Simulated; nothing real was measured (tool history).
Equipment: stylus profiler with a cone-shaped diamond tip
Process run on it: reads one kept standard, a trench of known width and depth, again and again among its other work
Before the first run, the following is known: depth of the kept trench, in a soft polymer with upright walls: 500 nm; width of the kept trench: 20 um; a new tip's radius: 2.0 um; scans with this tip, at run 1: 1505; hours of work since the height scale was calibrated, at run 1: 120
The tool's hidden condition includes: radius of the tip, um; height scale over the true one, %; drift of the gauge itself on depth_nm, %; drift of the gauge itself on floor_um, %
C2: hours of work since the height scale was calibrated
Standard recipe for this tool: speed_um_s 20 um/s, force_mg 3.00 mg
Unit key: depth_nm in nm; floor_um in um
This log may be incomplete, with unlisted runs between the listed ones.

Run 1, hour 0.0: usual settings; scans with this tip 1505; C2 120. Result: depth_nm 505.20 nm, floor_um 17.32 um.
Run 2, hour 17.0: usual settings; scans with this tip 1631; C2 131. Result: depth_nm 505.21 nm, floor_um 17.23 um.
Run 3, hour 39.4: usual settings; scans with this tip 1797; C2 144. Result: depth_nm 505.12 nm, floor_um 17.30 um.
Run 4, hour 50.9: usual settings; scans with this tip 1882; C2 151. Result: depth_nm 505.24 nm, floor_um 17.25 um.
Run 5, hour 67.2: usual settings; scans with this tip 2002; C2 160. Result: depth_nm 505.20 nm, floor_um 17.27 um.
Run 6, hour 79.1: usual settings; scans with this tip 2090; C2 167. Result: depth_nm 505.18 nm, floor_um 17.26 um.
Run 7, hour 94.7: usual settings; scans with this tip 2206; C2 177. Result: depth_nm 505.22 nm, floor_um 17.23 um.
Run 8, hour 111.3: usual settings; scans with this tip 2329; C2 186. Result: depth_nm 505.08 nm, floor_um 17.28 um.
Run 9, hour 129.5: usual settings; scans with this tip 2464; C2 197. Result: depth_nm 505.52 nm, floor_um 17.26 um.
Run 10, hour 149.0: usual settings; scans with this tip 2608; C2 209. Result: depth_nm 505.06 nm, floor_um 17.21 um.
Run 11, hour 168.3: usual settings; scans with this tip 2751; C2 220. Result: depth_nm 505.20 nm, floor_um 17.24 um.
Run 12, hour 190.7: usual settings; scans with this tip 2917; C2 234. Result: depth_nm 505.15 nm, floor_um 17.29 um.
Run 13, hour 200.6: usual settings; scans with this tip 2990; C2 239. Result: depth_nm 505.12 nm, floor_um 17.27 um.
Run 14, hour 217.2: usual settings; scans with this tip 3113; C2 249. Result: depth_nm 505.06 nm, floor_um 17.20 um.
Run 15, hour 227.7: usual settings; scans with this tip 3191; C2 255. Result: depth_nm 505.13 nm, floor_um 17.24 um.
Run 16, hour 239.5: usual settings; scans with this tip 3278; C2 262. Result: depth_nm 505.31 nm, floor_um 17.27 um.
Run 17, hour 249.7: usual settings; scans with this tip 3354; C2 268. Result: depth_nm 505.24 nm, floor_um 17.25 um.
Run 18, hour 272.4: usual settings but speed_um_s 66 um/s, force_mg 1.90 mg; scans with this tip 3522; C2 282. Result: depth_nm 503.80 nm, floor_um 16.94 um.
Run 19, hour 284.8: usual settings but force_mg 3.36 mg; scans with this tip 3614; C2 289. Result: depth_nm 505.64 nm, floor_um 17.24 um.
Run 20, hour 299.1: usual settings but speed_um_s 34 um/s, force_mg 2.98 mg; scans with this tip 3720; C2 298. Result: depth_nm 505.17 nm, floor_um 17.15 um.
Run 21, hour 313.2: usual settings but speed_um_s 13 um/s, force_mg 4.47 mg; scans with this tip 3824; C2 306. Result: depth_nm 506.81 nm, floor_um 17.30 um.
Run 22, hour 323.8: usual settings but speed_um_s 13 um/s, force_mg 4.47 mg; scans with this tip 3903; C2 312. Result: depth_nm 506.58 nm, floor_um 17.34 um.
Run 23, hour 340.9: usual settings but speed_um_s 13 um/s, force_mg 2.21 mg; scans with this tip 4030; C2 323. Result: depth_nm 504.13 nm, floor_um 17.27 um.
Run 24, hour 352.9: usual settings but speed_um_s 13 um/s, force_mg 2.21 mg; scans with this tip 4118; C2 330. Result: depth_nm 504.43 nm, floor_um 17.23 um.
Run 25, hour 371.5: usual settings but speed_um_s 17 um/s, force_mg 1.15 mg; scans with this tip 4256; C2 341. Result: depth_nm 502.49 nm, floor_um 17.13 um.
Run 26, hour 384.0: usual settings but speed_um_s 31 um/s, force_mg 1.90 mg; scans with this tip 4349; C2 348. Result: depth_nm 503.67 nm, floor_um 17.13 um.
Run 27, hour 404.4: usual settings but speed_um_s 6 um/s, force_mg 1.39 mg; scans with this tip 4500; C2 360. Result: depth_nm 502.93 nm, floor_um 17.24 um.
Run 28, hour 427.7: usual settings but speed_um_s 6 um/s, force_mg 1.39 mg; scans with this tip 4672; C2 374. Result: depth_nm 503.24 nm, floor_um 17.31 um.
Run 29, hour 439.3: usual settings but speed_um_s 63 um/s, force_mg 4.07 mg; scans with this tip 4758; C2 381. Result: depth_nm 506.42 nm, floor_um 17.06 um.
Run 30, hour 459.5: usual settings but speed_um_s 5 um/s, force_mg 1.29 mg; scans with this tip 4907; C2 393. Result: depth_nm 502.88 nm, floor_um 17.29 um.
Run 31, hour 471.7: usual settings but speed_um_s 5 um/s, force_mg 1.29 mg; scans with this tip 4998; C2 400. Result: depth_nm 502.82 nm, floor_um 17.32 um.
Run 32, hour 491.1: usual settings but speed_um_s 8 um/s, force_mg 4.82 mg; scans with this tip 5142; C2 412. Result: depth_nm 506.87 nm, floor_um 17.25 um.
Run 33, hour 504.4: usual settings but speed_um_s 25 um/s, force_mg 1.46 mg; scans with this tip 5240; C2 419. Result: depth_nm 503.24 nm, floor_um 17.18 um.

Each row is a separate what-if for the run after 33, all from the same tool condition, not one after another. Results?
Run A, hour 516.2: usual settings but speed_um_s 6 um/s, force_mg 5.60 mg; scans with this tip 5327; C2 426. Result: depth_nm ?, floor_um ?.
Run B, hour 516.2: usual settings but speed_um_s 77 um/s, force_mg 1.36 mg; scans with this tip 5327; C2 426. Result: depth_nm ?, floor_um ?.
Run C, hour 516.2: usual settings but speed_um_s 39 um/s, force_mg 1.46 mg; scans with this tip 5327; C2 426. Result: depth_nm ?, floor_um ?.

run  depth_nm  floor_um
  A    508.05     17.33
  B    502.96     16.69
  C    503.20     17.03
Without the tool's unlogged condition, the same runs would have read:
run  depth_nm  floor_um
  A    508.07     17.34
  B    502.99     16.69
  C    503.23     17.04
